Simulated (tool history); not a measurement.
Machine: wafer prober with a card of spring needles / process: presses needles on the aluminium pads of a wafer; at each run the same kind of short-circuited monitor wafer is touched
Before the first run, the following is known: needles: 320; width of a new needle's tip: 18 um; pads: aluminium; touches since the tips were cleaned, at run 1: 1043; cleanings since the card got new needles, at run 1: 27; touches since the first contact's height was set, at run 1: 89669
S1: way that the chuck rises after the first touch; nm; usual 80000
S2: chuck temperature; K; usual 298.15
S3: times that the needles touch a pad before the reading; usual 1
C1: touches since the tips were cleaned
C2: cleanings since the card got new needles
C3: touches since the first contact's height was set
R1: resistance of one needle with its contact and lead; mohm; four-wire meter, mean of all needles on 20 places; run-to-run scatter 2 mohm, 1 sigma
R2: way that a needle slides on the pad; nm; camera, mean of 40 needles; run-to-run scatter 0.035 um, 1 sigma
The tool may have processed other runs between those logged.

{"run": 1, "hour": 0.0, "S1": 80000, "S2": 298.15, "S3": 1, "C1": 1043, "C2": 27, "C3": 89669, "R1": 222, "R2": 21380}
{"run": 2, "hour": 9.4, "S1": 80000, "S2": 298.15, "S3": 1, "C1": 6791, "C2": 27, "C3": 95417, "R1": 220, "R2": 21380}
{"hour": 10.9, "done": "tips cleaned on abrasive film"}
{"run": 3, "hour": 20.3, "S1": 80000, "S2": 298.15, "S3": 1, "C1": 5737, "C2": 28, "C3": 102043, "R1": 222, "R2": 21320}
{"hour": 23.4, "done": "tips cleaned on abrasive film"}
{"run": 4, "hour": 30.2, "S1": 80000, "S2": 298.15, "S3": 1, "C1": 4146, "C2": 29, "C3": 108061, "R1": 222, "R2": 21400}
{"hour": 36.4, "done": "tips cleaned on abrasive film"}
{"run": 5, "hour": 38.7, "S1": 80000, "S2": 298.15, "S3": 1, "C1": 1374, "C2": 30, "C3": 113182, "R1": 222, "R2": 21400}
{"run": 6, "hour": 43.8, "S1": 80000, "S2": 298.15, "S3": 1, "C1": 4500, "C2": 30, "C3": 116308, "R1": 222, "R2": 21420}
{"hour": 48.9, "done": "tips cleaned on abrasive film"}
{"run": 7, "hour": 50.7, "S1": 80000, "S2": 298.15, "S3": 1, "C1": 1106, "C2": 31, "C3": 120502, "R1": 218, "R2": 21420}
{"run": 8, "hour": 60.1, "S1": 80000, "S2": 298.15, "S3": 1, "C1": 6879, "C2": 31, "C3": 126275, "R1": 222, "R2": 21420}
{"hour": 61.8, "done": "tips cleaned on abrasive film"}
{"run": 9, "hour": 66.9, "S1": 80000, "S2": 298.15, "S3": 1, "C1": 3117, "C2": 32, "C3": 130360, "R1": 223, "R2": 21440}
{"run": 10, "hour": 72.8, "S1": 84000, "S2": 375.15, "S3": 1, "C1": 6765, "C2": 32, "C3": 134008, "R1": 233, "R2": 22490}
{"hour": 74.9, "done": "tips cleaned on abrasive film"}
{"run": 11, "hour": 80.2, "S1": 81000, "S2": 340.15, "S3": 1, "C1": 3274, "C2": 33, "C3": 138462, "R1": 230, "R2": 21770}
{"run": 12, "hour": 84.7, "S1": 61000, "S2": 340.15, "S3": 1, "C1": 6031, "C2": 33, "C3": 141219, "R1": 234, "R2": 16380}
{"hour": 87.9, "done": "tips cleaned on abrasive film"}
{"run": 13, "hour": 90.1, "S1": 80000, "S2": 298.15, "S3": 3, "C1": 1366, "C2": 34, "C3": 144474, "R1": 221, "R2": 21520}
{"run": 14, "hour": 96.6, "S1": 80000, "S2": 298.15, "S3": 3, "C1": 5357, "C2": 34, "C3": 148465, "R1": 225, "R2": 21470}
{"hour": 100.5, "done": "tips cleaned on abrasive film"}
{"hour": 104.2, "done": "height of the first contact set anew"}
{"run": 15, "hour": 105.2, "S1": 84000, "S2": 298.15, "S3": 2, "C1": 2651, "C2": 35, "C3": 600, "R1": 222, "R2": 22620}
{"hour": 114.1, "done": "tips cleaned on abrasive film"}
{"run": 16, "hour": 114.8, "S1": 84000, "S2": 298.15, "S3": 2, "C1": 452, "C2": 36, "C3": 6463, "R1": 220, "R2": 22640}
{"run": 17, "hour": 125.3, "S1": 80000, "S2": 390.15, "S3": 2, "C1": 6890, "C2": 36, "C3": 12901, "R1": 241, "R2": 21560}

Hidden condition of the tool, last listed run before each entry between runs versus first listed run after:
Runs 2 to 3: tips cleaned on abrasive film (hour 10.9)
  debris on the tips, nm: 1.8 -> 1.7; drift of the gauge itself on scrub_um, %: 0.06 -> 0.14
  measured value less the no-hidden-state value, R2: +10 -> +30 nm
Runs 3 to 4: tips cleaned on abrasive film (hour 23.4)
  debris on the tips, nm: 1.7 -> 1.5; way that the needles fall short of the set height, um: 0 -> 0.01; drift of the gauge itself on scrub_um, %: 0.14 -> 0.2
  measured value less the no-hidden-state value, R2: +30 -> +40 nm
Runs 4 to 5: tips cleaned on abrasive film (hour 36.4)
  debris on the tips, nm: 1.5 -> 0.8; drift of the gauge itself on scrub_um, %: 0.2 -> 0.26
  measured value less the no-hidden-state value, R2: +40 -> +60 nm
Runs 6 to 7: tips cleaned on abrasive film (hour 48.9)
  debris on the tips, nm: 1.5 -> 0.7; drift of the gauge itself on scrub_um, %: 0.29 -> 0.34
  measured value less the no-hidden-state value, R2: +60 -> +70 nm
Runs 8 to 9: tips cleaned on abrasive film (hour 61.8)
  debris on the tips, nm: 1.7 -> 1.4; tips' diameter, um: 18 -> 18.01; drift of the gauge itself on scrub_um, %: 0.4 -> 0.45
  measured value less the no-hidden-state value, R2: +80 -> +90 nm
Runs 10 to 11: tips cleaned on abrasive film (hour 74.9)
  debris on the tips, nm: 1.7 -> 1.4; drift of the gauge itself on scrub_um, %: 0.49 -> 0.54
  measured value less the no-hidden-state value, R2: +110 -> +110 nm
Runs 12 to 13: tips cleaned on abrasive film (hour 87.9)
  debris on the tips, nm: 1.7 -> 0.9; drift of the gauge itself on scrub_um, %: 0.57 -> 0.6
  measured value less the no-hidden-state value, R2: +90 -> +130 nm
Runs 14 to 15: tips cleaned on abrasive film (hour 100.5); height of the first contact set anew (hour 104.2)
  debris on the tips, nm: 1.7 -> 1.2; way that the needles fall short of the set height, um: 0.01 -> 0; drift of the gauge itself on scrub_um, %: 0.65 -> 0.7
  measured value less the no-hidden-state value, R2: +140 -> +160 nm
Runs 15 to 16: tips cleaned on abrasive film (hour 114.1)
  debris on the tips, nm: 1.2 -> 0.4; drift of the gauge itself on scrub_um, %: 0.7 -> 0.77
  measured value less the no-hidden-state value, R2: +160 -> +180 nm
